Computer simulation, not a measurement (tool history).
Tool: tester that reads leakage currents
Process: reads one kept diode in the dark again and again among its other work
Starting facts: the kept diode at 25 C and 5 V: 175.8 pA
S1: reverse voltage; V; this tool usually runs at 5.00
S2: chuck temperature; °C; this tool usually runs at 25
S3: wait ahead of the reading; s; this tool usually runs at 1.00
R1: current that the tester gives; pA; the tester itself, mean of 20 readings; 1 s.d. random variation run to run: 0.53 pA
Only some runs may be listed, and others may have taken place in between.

| run | hour | S1 | S2 | S3 | R1 |
|---|---|---|---|---|---|
| 1 | 0.0 | 5.00 | 25 | 1.00 | 177.28 |
| 2 | 64.4 | 5.00 | 47 | 1.00 | 1273.11 |
| 3 | 144.8 | 5.00 | 47 | 1.00 | 1269.35 |
| 4 | 222.8 | 5.00 | 47 | 0.64 | 1271.39 |
| 5 | 281.3 | 5.00 | 47 | 0.64 | 1272.20 |
| 6 | 356.0 | 5.00 | 47 | 0.64 | 1271.75 |
| 7 | 416.2 | 17.20 | 25 | 1.00 | 350.18 |
| 8 | 465.5 | 17.20 | 25 | 1.00 | 350.71 |
| 9 | 502.5 | 17.20 | 25 | 1.00 | 349.81 |
| 10 | 570.5 | 5.00 | 25 | 1.50 | 177.57 |
| 11 | 608.4 | 5.00 | 25 | 1.44 | 176.55 |
| 12 | 687.8 | 5.00 | 25 | 1.44 | 175.99 |
| 13 | 734.2 | 5.00 | 25 | 1.44 | 177.62 |
| 14 | 798.8 | 5.00 | 25 | 1.44 | 177.00 |
| 15 | 846.4 | 5.00 | 25 | 1.44 | 177.12 |
| 16 | 908.7 | 5.00 | 25 | 1.00 | 177.70 |
| 17 | 948.9 | 5.00 | 25 | 1.00 | 177.46 |
| 18 | 1012.1 | 5.00 | 25 | 1.00 | 176.64 |
|  | 1042.3 | probe card cleaned and baked |
| 19 | 1063.9 | 5.00 | 25 | 1.00 | 177.92 |
| 20 | 1126.4 | 5.00 | 25 | 1.00 | 177.36 |
| 21 | 1201.4 | 2.57 | 35 | 9.53 | 309.78 |
| 22 | 1236.9 | 10.32 | 36 | 2.01 | 725.89 |
| 23 | 1297.0 | 10.69 | 46 | 0.38 | 1779.40 |
| 24 | 1330.5 | 3.55 | 33 | 5.44 | 309.57 |
| 25 | 1378.1 | 10.89 | 25 | 2.21 | 270.18 |
| 26 | 1450.1 | 5.07 | 53 | 0.64 | 2098.48 |
| 27 | 1497.9 | 9.13 | 56 | 6.76 | 3679.50 |
| 28 | 1549.5 | 1.27 | 43 | 2.21 | 428.27 |
| 29 | 1603.3 | 1.84 | 29 | 0.65 | 149.11 |
| 30 | 1662.7 | 1.84 | 29 | 0.65 | 150.09 |
| 31 | 1730.7 | 1.84 | 29 | 0.65 | 150.43 |
| 32 | 1782.9 | 4.94 | 28 | 0.70 | 234.06 |
| 33 | 1818.0 | 2.00 | 29 | 1.05 | 155.90 |
| 34 | 1881.5 | 4.02 | 53 | 0.86 | 1837.39 |
| 35 | 1951.2 | 11.05 | 22 | 1.00 | 204.90 |
| 36 | 2003.2 | 11.05 | 22 | 1.00 | 204.29 |
|  | 2040.4 | chuck's temperature calibrated |
| 37 | 2055.1 | 5.00 | 35 | 1.00 | 446.70 |
| 38 | 2090.3 | 1.08 | 55 | 0.43 | 1058.26 |
| 39 | 2127.1 | 1.08 | 55 | 0.43 | 1060.79 |

Below are 4 alternative next runs, each starting from the tool's condition after run 39. Predict each:
| A | 2182.0 | 1.09 | 59 | 4.23 | ? |
| B | 2182.0 | 5.00 | 25 | 2.23 | ? |
| C | 2182.0 | 2.25 | 25 | 0.89 | ? |
| D | 2182.0 | 18.33 | 25 | 0.93 | ? |

| run | R1 |
|---|---|
| A | 1452.16 |
| B | 176.53 |
| C | 114.51 |
| D | 363.45 |
The same runs, with their run-to-run variation unchanged, on a tool lacking any hidden condition would have given:
| run | R1 |
|---|---|
| A | 1451.97 |
| B | 176.44 |
| C | 114.46 |
| D | 363.16 |
